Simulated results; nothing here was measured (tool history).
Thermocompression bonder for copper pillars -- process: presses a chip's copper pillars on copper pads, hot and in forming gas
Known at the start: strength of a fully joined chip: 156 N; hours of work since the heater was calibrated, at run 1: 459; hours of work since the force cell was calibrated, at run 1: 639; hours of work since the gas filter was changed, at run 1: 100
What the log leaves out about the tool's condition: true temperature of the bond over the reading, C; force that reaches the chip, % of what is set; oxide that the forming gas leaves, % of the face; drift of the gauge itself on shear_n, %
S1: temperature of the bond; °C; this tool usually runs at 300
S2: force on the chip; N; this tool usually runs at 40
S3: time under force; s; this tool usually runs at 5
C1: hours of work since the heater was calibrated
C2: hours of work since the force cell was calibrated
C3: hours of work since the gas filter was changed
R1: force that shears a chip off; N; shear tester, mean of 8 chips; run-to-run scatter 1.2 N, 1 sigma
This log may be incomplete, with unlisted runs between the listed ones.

run 1 hour=0 | S1=300 S2=40 S3=5 | C1=459 C2=639 C3=100 | R1=97.9
-- hour=12.9 forming gas filter changed
run 2 hour=57.8 | S1=300 S2=50 S3=5 | C1=486 C2=666 C3=21 | R1=108.7
run 3 hour=111.2 | S1=300 S2=40 S3=5 | C1=511 C2=692 C3=46 | R1=96.4
run 4 hour=178.1 | S1=300 S2=46 S3=5 | C1=543 C2=723 C3=78 | R1=104.8
run 5 hour=228.6 | S1=302 S2=40 S3=5 | C1=567 C2=747 C3=102 | R1=96.8
-- hour=235.3 forming gas filter changed
run 6 hour=263.5 | S1=302 S2=40 S3=5 | C1=583 C2=764 C3=13 | R1=98
-- hour=281.5 force cell calibrated
run 7 hour=319.2 | S1=302 S2=40 S3=14 | C1=609 C2=18 C3=39 | R1=127.5
run 8 hour=373.7 | S1=271 S2=40 S3=5 | C1=635 C2=44 C3=65 | R1=75.3
run 9 hour=425.9 | S1=274 S2=29 S3=8 | C1=659 C2=68 C3=89 | R1=74.5
-- hour=462.8 forming gas filter changed
run 10 hour=475.1 | S1=318 S2=32 S3=13 | C1=682 C2=91 C3=6 | R1=123.5
run 11 hour=508.2 | S1=304 S2=28 S3=3 | C1=698 C2=107 C3=21 | R1=69
run 12 hour=555 | S1=304 S2=43 S3=3 | C1=720 C2=129 C3=44 | R1=90
run 13 hour=618.7 | S1=271 S2=36 S3=3 | C1=750 C2=159 C3=74 | R1=57.6
run 14 hour=651.8 | S1=288 S2=40 S3=14 | C1=766 C2=175 C3=89 | R1=116.8
-- hour=686.6 forming gas filter changed
run 15 hour=711 | S1=327 S2=58 S3=14 | C1=794 C2=203 C3=12 | R1=150.5

Branching from run 15: 4 alternative next runs. What would each branch give?
run A hour=780.7 | S1=289 S2=53 S3=3 | C1=827 C2=236 C3=45 | R1=?
run B hour=780.7 | S1=327 S2=32 S3=14 | C1=827 C2=236 C3=45 | R1=?
run C hour=780.7 | S1=327 S2=50 S3=14 | C1=827 C2=236 C3=45 | R1=?
run D hour=780.7 | S1=292 S2=49 S3=3 | C1=827 C2=236 C3=45 | R1=?

run=A R1=90.8
run=B R1=128.6
run=C R1=147.5
run=D R1=87.6
With the hidden condition removed and each run's random variation left untouched, the same runs would have given:
run=A R1=99.8
run=B R1=135.2
run=C R1=151.9
run=D R1=96.3
